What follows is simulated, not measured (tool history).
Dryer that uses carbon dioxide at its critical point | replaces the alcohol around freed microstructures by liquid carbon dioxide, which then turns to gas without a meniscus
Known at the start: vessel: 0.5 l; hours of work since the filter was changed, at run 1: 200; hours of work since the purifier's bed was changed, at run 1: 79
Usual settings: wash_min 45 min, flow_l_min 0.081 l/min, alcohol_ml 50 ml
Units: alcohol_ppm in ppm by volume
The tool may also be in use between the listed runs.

run    day  wash_min  flow_l_min  alcohol_ml  hours of work since the filter was changed  hours of work since the purifier's bed was changed  alcohol_ppm
  1      0        45       0.081          50                                         200                                                  79          607
  2  0.238        45       0.081          69                                         202                                                  82          786
  3  0.404        45       0.081          37                                         204                                                  84          448
  4  0.733        45       0.081          50                                         208                                                  88          609
  5  1.054        45       0.081          50                                         212                                                  92          619
  6  1.308        45       0.081          50                                         215                                                  95          583
  7  1.679        45       0.081          50                                         220                                                  99          631
  8  1.962        45       0.081          50                                         223                                                 103          621
  9  2.167        37       0.081          50                                         226                                                 105         1485
 10  2.325        45       0.081          26                                         227                                                 107          327
 11  2.625        45       0.081          26                                         231                                                 111          344
 12  2.938        45       0.081          26                                         235                                                 114          334
 13  3.317        45       0.081          26                                         239                                                 119          343
 14  3.496        45       0.081          26                                         242                                                 121          335
 15  3.854        45       0.081          26                                         246                                                 125          340
 16  4.158        30       0.081          21                                         249                                                 129         1422
 17  4.392        30       0.081          21                                         252                                                 132         1460
 18  4.721        34      0.0784          48                                         256                                                 136         2381
 19  5.025        34      0.0784          48                                         260                                                 139         2296
 20  5.279        68       0.081          50                                         263                                                 142           75
 21  5.488        58       0.081          31                                         265                                                 145          125
 22  5.758        47       0.081          33                                         269                                                 148          360
 23  6.046        50      0.0582          25                                         272                                                 152          874
     6.208  -- inlet filter changed
 24  6.342        50      0.0582          25                                           2                                                 155          699
 25    6.6        52       0.081          66                                           5                                                 158          310
 26  6.821        52       0.081          66                                           7                                                 160          313
 27  7.154        52       0.081          66                                          11                                                 164          314
 28  7.496        45      0.0759          79                                          15                                                 168         1083
 29  7.858        40      0.1072          28                                          20                                                 173          146

Forecast each of these 4 alternatives for the next run:
  A  8.05        52      0.0775          65                                          22                                                 175            ?
  B  8.05        32       0.081          50                                          22                                                 175            ?
  C  8.05        45      0.0646          44                                          22                                                 175            ?
  D  8.05        45       0.081          76                                          22                                                 175            ?

run  alcohol_ppm
  A          403
  B         2305
  C         1266
  D          796
Without the tool's hidden state the same runs would have given:
run  alcohol_ppm
  A          347
  B         2195
  C         1184
  D          723
